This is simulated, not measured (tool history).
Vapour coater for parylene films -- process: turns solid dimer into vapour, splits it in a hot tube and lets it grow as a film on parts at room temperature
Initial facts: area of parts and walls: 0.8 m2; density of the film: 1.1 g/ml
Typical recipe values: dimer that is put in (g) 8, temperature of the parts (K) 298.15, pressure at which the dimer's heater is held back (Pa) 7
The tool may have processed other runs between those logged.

run    hour  dimer that is put in (g)  temperature of the parts (K)  pressure at which the dimer's heater is held back (Pa)  thickness of the film (nm)
  1       0                         8                        298.15                                                       7                        4260
  2    50.5                         8                        298.15                                                       7                        4230
  3    99.6                         8                        298.15                                                    4.74                        4500
  4   127.6                         8                        298.15                                                    4.74                        4480
      144.1  -- trap's valve overhauled
      166.9  -- table's thermometer calibrated
  5   182.4                         8                        291.15                                                    4.74                        6070
  6   229.5                         8                        291.15                                                    2.68                        6660
  7   284.3                         8                        291.15                                                    2.68                        6630
  8   310.4                         8                        292.15                                                       7                        5410
  9   341.5                         8                        292.15                                                       7                        5380
 10   376.6                         6                        292.15                                                       7                        4020
 11   415.3                         6                        292.15                                                       7                        3970
 12   467.7                         6                        292.15                                                       7                        3970
 13   504.1                         5                        292.15                                                       7                        3300
 14   528.5                         5                        292.15                                                       7                        3290
 15   583.4                         8                        302.15                                                    9.37                        3380
      601.4  -- trap's valve overhauled
 16   617.4                         8                        302.15                                                    9.37                        3570
 17   670.1                         4                        298.15                                                    9.35                        2070
 18   726.4                         4                        298.15                                                    9.35                        2090
 19   763.9                         3                        299.15                                                    8.62                        1500
 20     810                         3                        299.15                                                    8.62                        1510
 21   867.5                         3                        299.15                                                    8.76                        1490
 22   894.7                         3                        299.15                                                    8.76                        1500
 23   949.7                         5                        299.15                                                    3.33                        2900
 24   975.2                         8                        293.15                                                    4.93                        5450
 25   999.4                         8                        293.15                                                    4.93                        5430
     1054.8  -- trap's valve overhauled
 26  1054.8                        12                        300.15                                                    3.89                        6830
     1097.5  -- table's thermometer calibrated
 27  1099.2                         9                        306.15                                                   10.25                        3350
 28  1127.2                         9                        306.15                                                   10.25                        3310

Branching from run 28: 3 alternative next runs. What would each branch give?
  A  1158.2                         8                        305.15                                                       7                           ?
  B  1158.2                         9                        308.15                                                    5.57                           ?
  C  1158.2                         9                        306.15                                                   10.62                           ?

run  thickness of the film (nm)
  A                        3290
  B                        3400
  C                        3310
The same runs, with their run-to-run variation unchanged, on a tool lacking any hidden condition would have given:
run  thickness of the film (nm)
  A                        3350
  B                        3470
  C                        3370
